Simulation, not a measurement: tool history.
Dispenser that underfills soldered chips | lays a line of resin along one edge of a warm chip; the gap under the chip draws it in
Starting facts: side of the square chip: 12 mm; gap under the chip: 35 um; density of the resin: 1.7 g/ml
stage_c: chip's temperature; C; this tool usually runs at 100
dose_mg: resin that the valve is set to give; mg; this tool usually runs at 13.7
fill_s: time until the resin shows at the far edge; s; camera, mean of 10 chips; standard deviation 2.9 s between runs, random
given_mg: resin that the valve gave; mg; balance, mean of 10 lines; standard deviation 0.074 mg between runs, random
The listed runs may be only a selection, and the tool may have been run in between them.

{"run": 1, "day": 0.0, "stage_c": 100, "dose_mg": 13.7, "fill_s": 326.1, "given_mg": 12.92}
{"day": 0.242, "done": "new syringe of resin"}
{"run": 2, "day": 0.362, "stage_c": 100, "dose_mg": 16.3, "fill_s": 309.4, "given_mg": 15.33}
{"day": 0.596, "done": "new syringe of resin"}
{"run": 3, "day": 0.7, "stage_c": 100, "dose_mg": 16.3, "fill_s": 310.7, "given_mg": 15.57}
{"day": 0.942, "done": "new syringe of resin"}
{"run": 4, "day": 1.038, "stage_c": 100, "dose_mg": 16.3, "fill_s": 308.8, "given_mg": 15.49}
{"day": 1.296, "done": "new syringe of resin"}
{"day": 1.5, "done": "dispensing valve cleaned and set on the balance"}
{"run": 5, "day": 1.554, "stage_c": 100, "dose_mg": 16.3, "fill_s": 339.4, "given_mg": 16.25}
{"day": 1.708, "done": "new syringe of resin"}
{"day": 2.046, "done": "new syringe of resin"}
{"run": 6, "day": 2.05, "stage_c": 108, "dose_mg": 15.8, "fill_s": 218.4, "given_mg": 15.7}
{"day": 2.404, "done": "new syringe of resin"}
{"run": 7, "day": 2.546, "stage_c": 108, "dose_mg": 15.8, "fill_s": 249.9, "given_mg": 15.61}
{"day": 2.762, "done": "new syringe of resin"}
{"run": 8, "day": 2.917, "stage_c": 101, "dose_mg": 12.7, "fill_s": 318.2, "given_mg": 12.43}
{"day": 3.1, "done": "new syringe of resin"}
{"run": 9, "day": 3.242, "stage_c": 95, "dose_mg": 12.0, "fill_s": 390.2, "given_mg": 11.78}
{"day": 3.446, "done": "new syringe of resin"}
{"run": 10, "day": 3.533, "stage_c": 107, "dose_mg": 16.0, "fill_s": 248.3, "given_mg": 15.57}

Each row is a separate what-if for the run after 10, all from the same tool condition, not one after another. Results?
{"run": "A", "day": 3.762, "stage_c": 107, "dose_mg": 13.3, "fill_s": "?", "given_mg": "?"}
{"run": "B", "day": 3.762, "stage_c": 111, "dose_mg": 13.7, "fill_s": "?", "given_mg": "?"}
{"run": "C", "day": 3.762, "stage_c": 92, "dose_mg": 16.0, "fill_s": "?", "given_mg": "?"}
{"run": "D", "day": 3.762, "stage_c": 91, "dose_mg": 13.7, "fill_s": "?", "given_mg": "?"}
{"run": "E", "day": 3.762, "stage_c": 106, "dose_mg": 17.1, "fill_s": "?", "given_mg": "?"}

run=A fill_s=315.2 given_mg=13.00
run=B fill_s=273.4 given_mg=13.40
run=C fill_s=490.8 given_mg=15.67
run=D fill_s=508.2 given_mg=13.39
run=E fill_s=312.9 given_mg=16.65
The same runs, with their run-to-run variation unchanged, on a tool lacking any hidden condition would have given:
run=A fill_s=240.6 given_mg=13.30
run=B fill_s=208.6 given_mg=13.72
run=C fill_s=376.3 given_mg=16.04
run=D fill_s=389.2 given_mg=13.70
run=E fill_s=239.6 given_mg=17.04
